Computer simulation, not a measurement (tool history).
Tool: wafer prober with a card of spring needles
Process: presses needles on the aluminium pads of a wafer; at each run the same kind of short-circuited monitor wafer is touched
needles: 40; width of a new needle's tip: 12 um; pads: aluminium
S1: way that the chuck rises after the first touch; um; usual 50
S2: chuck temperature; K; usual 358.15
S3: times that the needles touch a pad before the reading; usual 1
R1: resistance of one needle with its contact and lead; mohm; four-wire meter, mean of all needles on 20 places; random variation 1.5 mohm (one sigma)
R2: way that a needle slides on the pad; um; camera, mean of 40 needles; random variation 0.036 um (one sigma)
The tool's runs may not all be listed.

Run 1, day 0: usual settings. Result: R1 136 mohm, R2 11.67 um.
At day 0.054: tips cleaned on abrasive film.
At day 0.475: tips cleaned on abrasive film.
Run 2, day 0.775: usual settings but S2 310.15 K. Result: R1 131 mohm, R2 11.66 um.
At day 0.85: tips cleaned on abrasive film.
At day 1.238: tips cleaned on abrasive film.
Run 3, day 1.283: usual settings but S2 310.15 K. Result: R1 128 mohm, R2 11.73 um.
At day 1.596: tips cleaned on abrasive film.
At day 1.975: tips cleaned on abrasive film.
At day 2.329: tips cleaned on abrasive film.
Run 4, day 2.475: usual settings. Result: R1 137 mohm, R2 11.69 um.
At day 2.7: tips cleaned on abrasive film.
At day 3.104: tips cleaned on abrasive film.
At day 3.5: tips cleaned on abrasive film.
Run 5, day 3.579: usual settings but S3 2. Result: R1 138 mohm, R2 11.76 um.
At day 3.838: tips cleaned on abrasive film.
At day 4.229: tips cleaned on abrasive film.
At day 4.604: tips cleaned on abrasive film.
Run 6, day 4.683: usual settings but S1 55 um. Result: R1 134 mohm, R2 12.95 um.
At day 4.996: tips cleaned on abrasive film.
At day 5.375: tips cleaned on abrasive film.
Run 7, day 5.65: usual settings but S1 55 um. Result: R1 133 mohm, R2 12.94 um.

Run 8 comes next. What will it give?
At day 5.788: tips cleaned on abrasive film.
At day 6.146: tips cleaned on abrasive film.
Run 8, day 6.45: usual settings but S1 55 um. Result: R1 ?, R2 ?.

Run 8 gave R1 136 mohm, R2 13.02 um.
Without the tool's hidden state the same run would have given R1 135 mohm, R2 12.94 um.
